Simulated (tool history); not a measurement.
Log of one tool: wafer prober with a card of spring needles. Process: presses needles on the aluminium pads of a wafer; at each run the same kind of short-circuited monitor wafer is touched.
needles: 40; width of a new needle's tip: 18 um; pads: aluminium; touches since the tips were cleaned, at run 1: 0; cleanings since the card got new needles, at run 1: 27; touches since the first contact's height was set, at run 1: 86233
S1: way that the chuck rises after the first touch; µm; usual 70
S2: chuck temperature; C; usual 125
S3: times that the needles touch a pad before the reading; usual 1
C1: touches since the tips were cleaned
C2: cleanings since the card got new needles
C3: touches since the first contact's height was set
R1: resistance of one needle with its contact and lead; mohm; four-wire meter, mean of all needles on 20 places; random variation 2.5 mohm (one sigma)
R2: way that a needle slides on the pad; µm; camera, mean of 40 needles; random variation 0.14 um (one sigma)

Run 1, hour 0.0: usual settings; C1 0; C2 27; C3 86233. Result: R1 290 mohm, R2 12.15 µm.
At hour 14.8: tips cleaned on abrasive film.
Run 2, hour 26.1: usual settings; C1 2374; C2 28; C3 91690. Result: R1 337 mohm, R2 12.24 µm.
At hour 28.9: tips cleaned on abrasive film.
At hour 43.2: tips cleaned on abrasive film.
Run 3, hour 50.9: usual settings; C1 1611; C2 30; C3 96852. Result: R1 328 mohm, R2 12.33 µm.
At hour 57.5: tips cleaned on abrasive film.
Run 4, hour 63.6: usual settings; C1 1285; C2 31; C3 99506. Result: R1 321 mohm, R2 12.17 µm.
At hour 72.4: tips cleaned on abrasive film.
Run 5, hour 75.4: usual settings; C1 624; C2 32; C3 101964. Result: R1 315 mohm, R2 11.81 µm.
At hour 87.1: tips cleaned on abrasive film.
Run 6, hour 91.9: usual settings; C1 1000; C2 33; C3 105405. Result: R1 320 mohm, R2 12.11 µm.
At hour 100.5: tips cleaned on abrasive film.
At hour 114.9: tips cleaned on abrasive film.
Run 7, hour 117.1: usual settings; C1 475; C2 35; C3 110659. Result: R1 310 mohm, R2 12.14 µm.
At hour 129.4: tips cleaned on abrasive film.
Run 8, hour 141.1: usual settings; C1 2461; C2 36; C3 115678. Result: R1 334 mohm, R2 11.78 µm.
At hour 144.5: tips cleaned on abrasive film.
Run 9, hour 153.8: usual settings; C1 1944; C2 37; C3 118312. Result: R1 323 mohm, R2 12.04 µm.
At hour 157.9: tips cleaned on abrasive film.
Run 10, hour 168.0: usual settings but S2 40 C; C1 2123; C2 38; C3 121293. Result: R1 315 mohm, R2 12.00 µm.
At hour 171.5: tips cleaned on abrasive film.
Run 11, hour 180.8: usual settings but S2 80 C; C1 1938; C2 39; C3 123940. Result: R1 316 mohm, R2 11.93 µm.
At hour 185.5: tips cleaned on abrasive film.
At hour 199.3: tips cleaned on abrasive film.
Run 12, hour 204.9: usual settings but S2 80 C; C1 1179; C2 41; C3 128976. Result: R1 315 mohm, R2 12.03 µm.
At hour 213.4: tips cleaned on abrasive film.
Run 13, hour 226.6: usual settings but S2 80 C; C1 2776; C2 42; C3 133506. Result: R1 328 mohm, R2 12.11 µm.
At hour 229.1: tips cleaned on abrasive film.
At hour 243.3: tips cleaned on abrasive film.
Run 14, hour 249.4: usual settings but S1 60 µm, S2 80 C; C1 1291; C2 44; C3 138252. Result: R1 332 mohm, R2 10.01 µm.
At hour 258.5: tips cleaned on abrasive film.
Run 15, hour 270.0: usual settings but S1 60 µm, S2 80 C; C1 2405; C2 45; C3 142553. Result: R1 349 mohm, R2 10.30 µm.
At hour 273.9: tips cleaned on abrasive film.
At hour 287.6: tips cleaned on abrasive film.
Run 16, hour 295.4: usual settings but S1 60 µm, S2 52 C, S3 3; C1 1633; C2 47; C3 147846. Result: R1 297 mohm, R2 9.89 µm.
At hour 301.3: tips cleaned on abrasive film.
At hour 315.3: tips cleaned on abrasive film.
Run 17, hour 319.8: usual settings but S1 60 µm, S2 52 C, S3 2; C1 947; C2 49; C3 152933. Result: R1 296 mohm, R2 9.88 µm.
At hour 328.7: tips cleaned on abrasive film.
Run 18, hour 341.2: usual settings but S1 60 µm, S2 52 C, S3 2; C1 2617; C2 50; C3 157402. Result: R1 316 mohm, R2 9.97 µm.
At hour 343.7: tips cleaned on abrasive film.
Run 19, hour 352.3: usual settings but S1 60 µm, S2 52 C, S3 2; C1 1802; C2 51; C3 159707. Result: R1 308 mohm, R2 10.05 µm.
At hour 359.0: tips cleaned on abrasive film.
At hour 373.3: tips cleaned on abrasive film.
Run 20, hour 377.8: usual settings but S1 52 µm, S2 26 C, S3 2; C1 938; C2 53; C3 165023. Result: R1 304 mohm, R2 8.37 µm.
At hour 387.7: tips cleaned on abrasive film.
Run 21, hour 400.2: usual settings but S1 53 µm, S2 77 C, S3 2; C1 2621; C2 54; C3 169700. Result: R1 344 mohm, R2 8.63 µm.
At hour 402.2: tips cleaned on abrasive film.
Run 22, hour 414.9: usual settings but S1 69 µm, S2 96 C, S3 2; C1 2673; C2 55; C3 172784. Result: R1 316 mohm, R2 11.44 µm.
At hour 417.4: tips cleaned on abrasive film.
At hour 431.9: tips cleaned on abrasive film.
Run 23, hour 432.5: usual settings but S1 85 µm; C1 131; C2 57; C3 176432. Result: R1 297 mohm, R2 13.89 µm.
At hour 446.3: tips cleaned on abrasive film.
Run 24, hour 449.9: usual settings but S1 85 µm; C1 750; C2 58; C3 180064. Result: R1 309 mohm, R2 14.60 µm.
At hour 461.3: tips cleaned on abrasive film.
Run 25, hour 468.6: usual settings; C1 1538; C2 59; C3 183969. Result: R1 331 mohm, R2 11.54 µm.
At hour 474.7: tips cleaned on abrasive film.
Run 26, hour 487.9: usual settings but S2 70 C, S3 3; C1 2766; C2 60; C3 188004. Result: R1 298 mohm, R2 11.56 µm.
At hour 489.9: tips cleaned on abrasive film.
At hour 503.8: tips cleaned on abrasive film.
Run 27, hour 513.5: usual settings but S2 65 C; C1 2044; C2 62; C3 193342. Result: R1 335 mohm, R2 11.56 µm.
At hour 518.1: tips cleaned on abrasive film.
Run 28, hour 530.1: usual settings but S2 27 C; C1 2525; C2 63; C3 196796. Result: R1 323 mohm, R2 11.61 µm.

Hidden state at the last listed run before each entry between runs and at the first one after, where it differs:
Between runs 1 and 2: tips cleaned on abrasive film (hour 14.8)
  debris on the tips, nm: 7.8 -> 156.8; way that the needles fall short of the set height, um: 3.04 -> 3.13; tips' diameter, um: 19.07 -> 19.1
  measured less the result without the state, R1: +4 -> +45 mohm; R2: -0.55 -> -0.57 µm
Between runs 2 and 3: tips cleaned on abrasive film (hour 28.9); tips cleaned on abrasive film (hour 43.2)
  debris on the tips, nm: 156.8 -> 129.9; way that the needles fall short of the set height, um: 3.13 -> 3.36; tips' diameter, um: 19.1 -> 19.17
  measured less the result without the state, R1: +45 -> +37 mohm; R2: -0.57 -> -0.62 µm
Between runs 3 and 4: tips cleaned on abrasive film (hour 57.5)
  debris on the tips, nm: 129.9 -> 110; way that the needles fall short of the set height, um: 3.36 -> 3.45; tips' diameter, um: 19.17 -> 19.21
  measured less the result without the state, R1: +37 -> +33 mohm; R2: -0.62 -> -0.63 µm
Between runs 4 and 5: tips cleaned on abrasive film (hour 72.4)
  debris on the tips, nm: 110 -> 72; way that the needles fall short of the set height, um: 3.45 -> 3.56; tips' diameter, um: 19.21 -> 19.24
  measured less the result without the state, R1: +33 -> +22 mohm; R2: -0.63 -> -0.64 µm
Between runs 5 and 6: tips cleaned on abrasive film (hour 87.1)
  debris on the tips, nm: 72 -> 86.3; way that the needles fall short of the set height, um: 3.56 -> 3.68; tips' diameter, um: 19.24 -> 19.29
  measured less the result without the state, R1: +22 -> +26 mohm; R2: -0.64 -> -0.68 µm
Between runs 6 and 7: tips cleaned on abrasive film (hour 100.5); tips cleaned on abrasive film (hour 114.9)
  debris on the tips, nm: 86.3 -> 55.2; way that the needles fall short of the set height, um: 3.68 -> 3.91; tips' diameter, um: 19.29 -> 19.37
  measured less the result without the state, R1: +26 -> +18 mohm; R2: -0.68 -> -0.72 µm
Between runs 7 and 8: tips cleaned on abrasive film (hour 129.4)
  debris on the tips, nm: 55.2 -> 154; way that the needles fall short of the set height, um: 3.91 -> 4; tips' diameter, um: 19.37 -> 19.4
  measured less the result without the state, R1: +18 -> +46 mohm; R2: -0.72 -> -0.73 µm
Between runs 8 and 9: tips cleaned on abrasive film (hour 144.5)
  debris on the tips, nm: 154 -> 128.4; way that the needles fall short of the set height, um: 4 -> 4.14; tips' diameter, um: 19.4 -> 19.45
  measured less the result without the state, R1: +46 -> +39 mohm; R2: -0.73 -> -0.75 µm
Between runs 9 and 10: tips cleaned on abrasive film (hour 157.9)
  debris on the tips, nm: 128.4 -> 145.9; way that the needles fall short of the set height, um: 4.14 -> 4.24; tips' diameter, um: 19.45 -> 19.48
  measured less the result without the state, R1: +39 -> +50 mohm; R2: -0.75 -> -0.77 µm
Between runs 10 and 11: tips cleaned on abrasive film (hour 171.5)
  debris on the tips, nm: 145.9 -> 138.8; way that the needles fall short of the set height, um: 4.24 -> 4.34; tips' diameter, um: 19.48 -> 19.52
  measured less the result without the state, R1: +50 -> +45 mohm; R2: -0.77 -> -0.80 µm
Between runs 11 and 12: tips cleaned on abrasive film (hour 185.5); tips cleaned on abrasive film (hour 199.3)
  debris on the tips, nm: 138.8 -> 98.6; way that the needles fall short of the set height, um: 4.34 -> 4.57; tips' diameter, um: 19.52 -> 19.6
  measured less the result without the state, R1: +45 -> +34 mohm; R2: -0.80 -> -0.85 µm
Between runs 12 and 13: tips cleaned on abrasive film (hour 213.4)
  debris on the tips, nm: 98.6 -> 160.6; way that the needles fall short of the set height, um: 4.57 -> 4.67; tips' diameter, um: 19.6 -> 19.63
  measured less the result without the state, R1: +34 -> +53 mohm; R2: -0.85 -> -0.86 µm
Between runs 13 and 14: tips cleaned on abrasive film (hour 229.1); tips cleaned on abrasive film (hour 243.3)
  debris on the tips, nm: 160.6 -> 104.9; way that the needles fall short of the set height, um: 4.67 -> 4.91; tips' diameter, um: 19.63 -> 19.72
  measured less the result without the state, R1: +53 -> +49 mohm; R2: -0.86 -> -0.90 µm
Between runs 14 and 15: tips cleaned on abrasive film (hour 258.5)
  debris on the tips, nm: 104.9 -> 149.2; way that the needles fall short of the set height, um: 4.91 -> 5.03; tips' diameter, um: 19.72 -> 19.76
  measured less the result without the state, R1: +49 -> +68 mohm; R2: -0.90 -> -0.91 µm
Between runs 15 and 16: tips cleaned on abrasive film (hour 273.9); tips cleaned on abrasive film (hour 287.6)
  debris on the tips, nm: 149.2 -> 120.3; way that the needles fall short of the set height, um: 5.03 -> 5.28; tips' diameter, um: 19.76 -> 19.85
  measured less the result without the state, R1: +68 -> +24 mohm; R2: -0.91 -> -0.96 µm
Between runs 16 and 17: tips cleaned on abrasive film (hour 301.3); tips cleaned on abrasive film (hour 315.3)
  debris on the tips, nm: 120.3 -> 91; way that the needles fall short of the set height, um: 5.28 -> 5.54; tips' diameter, um: 19.85 -> 19.94
  measured less the result without the state, R1: +24 -> +29 mohm; R2: -0.96 -> -1.00 µm
Between runs 17 and 18: tips cleaned on abrasive film (hour 328.7)
  debris on the tips, nm: 91 -> 155.7; way that the needles fall short of the set height, um: 5.54 -> 5.67; tips' diameter, um: 19.94 -> 19.98
  measured less the result without the state, R1: +29 -> +48 mohm; R2: -1.00 -> -1.04 µm
Between runs 18 and 19: tips cleaned on abrasive film (hour 343.7)
  debris on the tips, nm: 155.7 -> 129; way that the needles fall short of the set height, um: 5.67 -> 5.77; tips' diameter, um: 19.98 -> 20.02
  measured less the result without the state, R1: +48 -> +40 mohm; R2: -1.04 -> -1.07 µm
Between runs 19 and 20: tips cleaned on abrasive film (hour 359.0); tips cleaned on abrasive film (hour 373.3)
  debris on the tips, nm: 129 -> 83.2; way that the needles fall short of the set height, um: 5.77 -> 6.04; tips' diameter, um: 20.02 -> 20.11
  measured less the result without the state, R1: +40 -> +38 mohm; R2: -1.07 -> -1.11 µm
Between runs 20 and 21: tips cleaned on abrasive film (hour 387.7)
  debris on the tips, nm: 83.2 -> 155.3; way that the needles fall short of the set height, um: 6.04 -> 6.13; tips' diameter, um: 20.11 -> 20.15
  measured less the result without the state, R1: +38 -> +61 mohm; R2: -1.11 -> -1.13 µm
Between runs 21 and 22: tips cleaned on abrasive film (hour 402.2)
  debris on the tips, nm: 155.3 -> 156.7; way that the needles fall short of the set height, um: 6.13 -> 6.28; tips' diameter, um: 20.15 -> 20.2
  measured less the result without the state, R1: +61 -> +36 mohm; R2: -1.13 -> -1.14 µm
Between runs 22 and 23: tips cleaned on abrasive film (hour 417.4); tips cleaned on abrasive film (hour 431.9)
  debris on the tips, nm: 156.7 -> 26.7; way that the needles fall short of the set height, um: 6.28 -> 6.54; tips' diameter, um: 20.2 -> 20.29
  measured less the result without the state, R1: +36 -> +9 mohm; R2: -1.14 -> -1.18 µm
Between runs 23 and 24: tips cleaned on abrasive film (hour 446.3)
  debris on the tips, nm: 26.7 -> 81.5; way that the needles fall short of the set height, um: 6.54 -> 6.68; tips' diameter, um: 20.29 -> 20.34
  measured less the result without the state, R1: +9 -> +22 mohm; R2: -1.18 -> -1.25 µm
Between runs 24 and 25: tips cleaned on abrasive film (hour 461.3)
  debris on the tips, nm: 81.5 -> 124.8; way that the needles fall short of the set height, um: 6.68 -> 6.76; tips' diameter, um: 20.34 -> 20.37
  measured less the result without the state, R1: +22 -> +44 mohm; R2: -1.25 -> -1.23 µm
Between runs 25 and 26: tips cleaned on abrasive film (hour 474.7)
  debris on the tips, nm: 124.8 -> 166.2; way that the needles fall short of the set height, um: 6.76 -> 6.86; tips' diameter, um: 20.37 -> 20.4
  measured less the result without the state, R1: +44 -> +26 mohm; R2: -1.23 -> -1.26 µm
Between runs 26 and 27: tips cleaned on abrasive film (hour 489.9); tips cleaned on abrasive film (hour 503.8)
  debris on the tips, nm: 166.2 -> 143.7; way that the needles fall short of the set height, um: 6.86 -> 7.12; tips' diameter, um: 20.4 -> 20.49
  measured less the result without the state, R1: +26 -> +58 mohm; R2: -1.26 -> -1.31 µm
Between runs 27 and 28: tips cleaned on abrasive film (hour 518.1)
  debris on the tips, nm: 143.7 -> 156.1; way that the needles fall short of the set height, um: 7.12 -> 7.26; tips' diameter, um: 20.49 -> 20.54
  measured less the result without the state, R1: +58 -> +64 mohm; R2: -1.31 -> -1.33 µm
